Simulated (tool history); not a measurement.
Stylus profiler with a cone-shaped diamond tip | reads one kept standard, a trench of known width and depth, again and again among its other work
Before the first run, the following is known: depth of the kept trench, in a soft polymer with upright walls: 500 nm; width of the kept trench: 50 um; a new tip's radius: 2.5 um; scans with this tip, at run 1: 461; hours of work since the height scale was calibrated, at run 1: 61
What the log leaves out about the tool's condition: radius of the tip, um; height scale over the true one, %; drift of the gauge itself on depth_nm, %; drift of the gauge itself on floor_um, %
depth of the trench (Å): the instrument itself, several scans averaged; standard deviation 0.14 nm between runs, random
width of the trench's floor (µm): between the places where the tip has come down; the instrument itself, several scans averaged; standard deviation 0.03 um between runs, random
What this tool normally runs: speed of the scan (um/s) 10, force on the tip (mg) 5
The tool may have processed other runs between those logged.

run    hour  speed of the scan (um/s)  force on the tip (mg)  scans with this tip  hours of work since the height scale was calibrated  depth of the trench (Å)  width of the trench's floor (µm)
  1       0                        10                      5                  461                                                   61                   5119.6                             46.95
  2    52.8                        10                      5                  669                                                   88                   5119.3                             46.99
  3    96.2                        10                   6.05                  841                                                  111                   5139.1                             46.95
  4   125.8                        26                      5                  957                                                  127                   5119.3                             46.97
  5     156                        10                   1.93                 1076                                                  142                   5065.9                             46.93
  6   187.9                        10                      5                 1202                                                  159                   5121.7                             46.97
  7     245                        10                      5                 1428                                                  189                   5120.5                             46.96
  8   285.3                        17                      5                 1586                                                  210                   5120.5                             46.92
  9   337.3                        20                      5                 1792                                                  237                   5121.2                             46.87
 10   365.7                        20                      5                 1904                                                  252                   5121.3                              46.9
 11   417.5                        20                    8.6                 2108                                                  279                   5172.7                             46.85
 12   463.3                        20                    8.6                 2289                                                  303                   5173.7                             46.89
 13   503.4                        20                    8.6                 2447                                                  324                   5172.8                             46.82
 14   540.7                        20                    8.6                 2594                                                  343                   5176.8                             46.89
 15   578.1                        15                    8.6                 2742                                                  363                   5174.5                             46.83
 16   617.1                        10                      5                 2896                                                  383                   5121.4                             46.88
 17   681.3                         6                      5                 3149                                                  416                   5120.6                             46.82
 18   741.8                         6                      5                 3388                                                  448                   5121.4                             46.83
 19   804.5                         6                      5                 3635                                                  481                   5122.7                             46.79
      807.9  -- height scale calibrated on a step standard
 20   861.4                        17                      5                 3858                                                   28                     5124                             46.73
 21   897.1                        27                   4.32                 3998                                                   47                   5111.3                             46.77
 22   926.2                        27                   4.32                 4113                                                   62                   5111.2                             46.75
 23   990.9                        20                   2.15                 4368                                                   96                   5073.1                             46.68
 24  1036.6                        20                   2.15                 4549                                                  119                   5073.3                             46.65
 25  1098.3                        20                   2.15                 4792                                                  152                     5073                             46.72
 26  1127.9                        20                   2.15                 4909                                                  167                   5072.6                             46.65
 27  1157.8                        12                   4.47                 5027                                                  183                   5116.2                             46.75
 28  1188.2                         7                   8.53                 5147                                                  198                   5174.8                             46.67
     1221.9  -- height scale calibrated on a step standard, once more
 29    1246                        15                  11.09                 5373                                                   13                   5207.7                             46.68
 30  1313.3                        15                  11.09                 5639                                                   48                   5205.9                              46.7
 31  1346.4                         9                  14.72                 5769                                                   65                   5251.4                             46.61
 32  1415.3                         4                  14.21                 6041                                                  101                   5245.2                             46.71
 33  1443.5                         6                   2.84                 6152                                                  116                   5083.5                             46.66
 34  1493.5                        26                   3.73                 6349                                                  142                   5104.5                             46.56
 35  1539.4                        26                   3.73                 6531                                                  166                   5101.7                              46.6
 36  1593.8                        15                  11.19                 6745                                                  194                   5213.3                             46.57
 37  1646.1                        15                  11.19                 6952                                                  221                   5212.5                             46.61
 38  1699.5                        15                  11.19                 7162                                                  249                   5209.8                             46.59
 39  1750.7                         6                   7.43                 7364                                                  276                     5161                             46.61

For some of the steps in depth of the trench (Å) from one run to the next: how much would appear even if the tool had no hidden state, given the settings, what came in and random variation, and how much remains for the hidden state plus any gauge scatter that the measured result and the result without hidden state don't share?
Run 6 -> 7: settings left as they were, no log entry in between. depth of the trench (Å) -1.2: hidden state +0.3, all else -1.5.
Run 19 -> 20: speed of the scan (um/s) 6 -> 17, height scale calibrated on a step standard. depth of the trench (Å) +1.3: hidden state +0.6, all else +0.7.
Run 27 -> 28: speed of the scan (um/s) 12 -> 7, force on the tip (mg) 4.47 -> 8.53. depth of the trench (Å) +58.6: hidden state +0.2, all else +58.4.
Run 28 -> 29: speed of the scan (um/s) 7 -> 15, force on the tip (mg) 8.53 -> 11.09, height scale calibrated on a step standard, once more. depth of the trench (Å) +32.9: hidden state -1.6, all else +34.5.
Run 32 -> 33: speed of the scan (um/s) 4 -> 6, force on the tip (mg) 14.21 -> 2.84. depth of the trench (Å) -161.7: hidden state +0, all else -161.7.
Run 35 -> 36: speed of the scan (um/s) 26 -> 15, force on the tip (mg) 3.73 -> 11.19. depth of the trench (Å) +111.6: hidden state +0.3, all else +111.3.
